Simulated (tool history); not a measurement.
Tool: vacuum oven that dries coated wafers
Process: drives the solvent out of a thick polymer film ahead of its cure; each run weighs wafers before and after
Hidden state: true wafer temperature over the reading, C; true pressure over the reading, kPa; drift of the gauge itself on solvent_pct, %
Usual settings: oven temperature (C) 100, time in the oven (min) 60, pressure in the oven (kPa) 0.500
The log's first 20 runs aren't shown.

run	hour	oven temperature (C)	time in the oven (min)	pressure in the oven (kPa)	hours of work since the thermocouples were calibrated	hours of work since the vacuum gauge was cleaned of residue	solvent left in the film (%)
21	1281.8	100	60	0.500	712	92	1.59
22	1341.0	111	81	1.021	749	129	0.43
23	1384.8	100	35	0.455	776	156	3.78
24	1460.1	100	35	0.455	822	202	3.70
# hour 1483.2: oven's thermocouples calibrated
25	1507.5	100	35	0.455	15	230	4.01
26	1597.9	100	35	0.455	71	286	3.97
27	1674.2	109	45	0.472	118	333	1.12
28	1717.4	100	72	0.905	144	359	1.42
29	1805.1	100	72	0.905	198	414	1.43
30	1874.5	88	35	0.262	241	456	7.60
31	1923.5	100	82	0.500	271	486	0.92
32	1967.8	100	82	0.500	299	514	1.05
33	2027.0	101	95	1.086	335	550	1.08
34	2098.2	96	39	1.110	379	594	4.94
35	2164.3	88	100	1.367	420	635	3.35
36	2227.5	88	100	1.367	458	674	3.19
37	2278.0	97	82	0.500	490	705	1.39
38	2332.1	97	48	0.500	523	738	3.30
39	2419.7	100	54	1.342	577	792	2.55
40	2477.9	100	54	1.342	613	828	2.52
41	2554.8	100	74	0.766	660	875	1.39
42	2598.4	100	73	0.253	687	902	1.09

5 ways to go on from here, each from the tool as it stands after run 42. What would each give?
A	2665.5	106	46	0.635	728	943	?
B	2665.5	85	60	0.500	728	943	?
C	2665.5	100	43	0.253	728	943	?
D	2665.5	100	85	0.253	728	943	?
E	2665.5	90	85	1.006	728	943	?

run	solvent left in the film (%)
A	1.63
B	5.90
C	2.84
D	0.86
E	3.13
Without the tool's hidden state the same runs would have given:
run	solvent left in the film (%)
A	1.57
B	5.86
C	2.84
D	0.68
E	3.01
